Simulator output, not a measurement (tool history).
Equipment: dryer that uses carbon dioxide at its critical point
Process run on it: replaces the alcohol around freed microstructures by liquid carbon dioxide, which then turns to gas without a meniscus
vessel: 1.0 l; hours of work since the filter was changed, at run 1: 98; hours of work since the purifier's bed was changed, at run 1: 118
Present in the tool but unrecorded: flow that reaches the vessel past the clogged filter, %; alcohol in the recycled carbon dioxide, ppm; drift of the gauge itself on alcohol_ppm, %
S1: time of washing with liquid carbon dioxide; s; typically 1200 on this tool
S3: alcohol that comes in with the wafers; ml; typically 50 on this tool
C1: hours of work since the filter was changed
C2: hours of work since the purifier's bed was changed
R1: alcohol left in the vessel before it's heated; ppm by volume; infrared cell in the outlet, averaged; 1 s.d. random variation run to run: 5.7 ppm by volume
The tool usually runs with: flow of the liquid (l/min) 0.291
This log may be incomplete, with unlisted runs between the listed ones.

{"run": 1, "hour": 0.0, "S1": 1200, "flow of the liquid (l/min)": 0.291, "S3": 50, "C1": 98, "C2": 118, "R1": 232}
{"run": 2, "hour": 7.6, "S1": 1200, "flow of the liquid (l/min)": 0.291, "S3": 50, "C1": 102, "C2": 122, "R1": 249}
{"run": 3, "hour": 18.2, "S1": 1200, "flow of the liquid (l/min)": 0.291, "S3": 50, "C1": 107, "C2": 127, "R1": 260}
{"run": 4, "hour": 28.2, "S1": 1200, "flow of the liquid (l/min)": 0.291, "S3": 50, "C1": 112, "C2": 132, "R1": 259}
{"run": 5, "hour": 34.3, "S1": 1200, "flow of the liquid (l/min)": 0.291, "S3": 50, "C1": 115, "C2": 135, "R1": 261}
{"run": 6, "hour": 40.2, "S1": 1200, "flow of the liquid (l/min)": 0.291, "S3": 50, "C1": 118, "C2": 138, "R1": 266}
{"run": 7, "hour": 47.1, "S1": 1200, "flow of the liquid (l/min)": 0.291, "S3": 50, "C1": 122, "C2": 141, "R1": 256}
{"run": 8, "hour": 55.0, "S1": 1200, "flow of the liquid (l/min)": 0.291, "S3": 50, "C1": 126, "C2": 145, "R1": 266}
{"run": 9, "hour": 64.0, "S1": 1200, "flow of the liquid (l/min)": 0.291, "S3": 22, "C1": 130, "C2": 150, "R1": 131}
{"run": 10, "hour": 68.9, "S1": 1200, "flow of the liquid (l/min)": 0.291, "S3": 22, "C1": 133, "C2": 152, "R1": 124}
{"run": 11, "hour": 78.5, "S1": 1200, "flow of the liquid (l/min)": 0.291, "S3": 22, "C1": 138, "C2": 157, "R1": 132}
{"run": 12, "hour": 85.4, "S1": 1200, "flow of the liquid (l/min)": 0.291, "S3": 22, "C1": 141, "C2": 161, "R1": 134}
{"run": 13, "hour": 91.6, "S1": 1200, "flow of the liquid (l/min)": 0.291, "S3": 22, "C1": 144, "C2": 164, "R1": 139}
{"run": 14, "hour": 98.6, "S1": 1200, "flow of the liquid (l/min)": 0.384, "S3": 22, "C1": 148, "C2": 167, "R1": 39}
{"run": 15, "hour": 106.7, "S1": 1200, "flow of the liquid (l/min)": 0.384, "S3": 22, "C1": 152, "C2": 171, "R1": 31}
{"run": 16, "hour": 112.7, "S1": 1200, "flow of the liquid (l/min)": 0.415, "S3": 50, "C1": 155, "C2": 174, "R1": 36}
{"run": 17, "hour": 119.8, "S1": 1200, "flow of the liquid (l/min)": 0.291, "S3": 88, "C1": 158, "C2": 178, "R1": 468}
{"run": 18, "hour": 127.0, "S1": 1200, "flow of the liquid (l/min)": 0.295, "S3": 50, "C1": 162, "C2": 181, "R1": 262}
{"run": 19, "hour": 132.6, "S1": 1200, "flow of the liquid (l/min)": 0.295, "S3": 50, "C1": 165, "C2": 184, "R1": 274}
{"run": 20, "hour": 140.4, "S1": 1200, "flow of the liquid (l/min)": 0.193, "S3": 50, "C1": 169, "C2": 188, "R1": 1739}
{"run": 21, "hour": 148.2, "S1": 1200, "flow of the liquid (l/min)": 0.193, "S3": 50, "C1": 173, "C2": 192, "R1": 1723}
{"hour": 155.5, "done": "inlet filter changed"}
{"run": 22, "hour": 156.1, "S1": 1200, "flow of the liquid (l/min)": 0.193, "S3": 50, "C1": 0, "C2": 196, "R1": 1419}
{"run": 23, "hour": 162.5, "S1": 1200, "flow of the liquid (l/min)": 0.193, "S3": 50, "C1": 4, "C2": 199, "R1": 1380}
{"run": 24, "hour": 168.1, "S1": 1260, "flow of the liquid (l/min)": 0.436, "S3": 31, "C1": 6, "C2": 202, "R1": 40}
{"run": 25, "hour": 177.1, "S1": 1260, "flow of the liquid (l/min)": 0.436, "S3": 31, "C1": 11, "C2": 206, "R1": 42}
{"run": 26, "hour": 183.8, "S1": 1260, "flow of the liquid (l/min)": 0.436, "S3": 31, "C1": 14, "C2": 209, "R1": 33}
{"run": 27, "hour": 192.7, "S1": 1260, "flow of the liquid (l/min)": 0.436, "S3": 31, "C1": 19, "C2": 214, "R1": 27}
{"run": 28, "hour": 199.5, "S1": 780, "flow of the liquid (l/min)": 0.387, "S3": 50, "C1": 22, "C2": 217, "R1": 402}
{"run": 29, "hour": 205.7, "S1": 780, "flow of the liquid (l/min)": 0.303, "S3": 22, "C1": 25, "C2": 220, "R1": 551}
{"run": 30, "hour": 212.5, "S1": 1560, "flow of the liquid (l/min)": 0.291, "S3": 50, "C1": 29, "C2": 224, "R1": 79}
{"run": 31, "hour": 220.9, "S1": 1560, "flow of the liquid (l/min)": 0.291, "S3": 50, "C1": 33, "C2": 228, "R1": 65}
{"run": 32, "hour": 227.7, "S1": 1560, "flow of the liquid (l/min)": 0.291, "S3": 50, "C1": 36, "C2": 232, "R1": 69}
{"run": 33, "hour": 234.7, "S1": 1560, "flow of the liquid (l/min)": 0.291, "S3": 50, "C1": 40, "C2": 235, "R1": 74}
{"run": 34, "hour": 241.5, "S1": 840, "flow of the liquid (l/min)": 0.18, "S3": 50, "C1": 43, "C2": 238, "R1": 5077}
{"run": 35, "hour": 250.0, "S1": 1200, "flow of the liquid (l/min)": 0.407, "S3": 50, "C1": 47, "C2": 243, "R1": 52}
{"run": 36, "hour": 254.6, "S1": 1200, "flow of the liquid (l/min)": 0.407, "S3": 50, "C1": 50, "C2": 245, "R1": 56}
{"run": 37, "hour": 264.0, "S1": 1200, "flow of the liquid (l/min)": 0.407, "S3": 50, "C1": 55, "C2": 250, "R1": 62}

Run 38, settings as shown, results not yet in. Your forecast:
{"run": 38, "hour": 271.5, "S1": 1800, "flow of the liquid (l/min)": 0.217, "S3": 96, "C1": 58, "C2": 253, "R1": "?"}

Run 38 produced R1 265 ppm by volume.
Were there no unlogged condition in the tool, this run, its random variation unchanged, would have produced R1 200 ppm by volume.
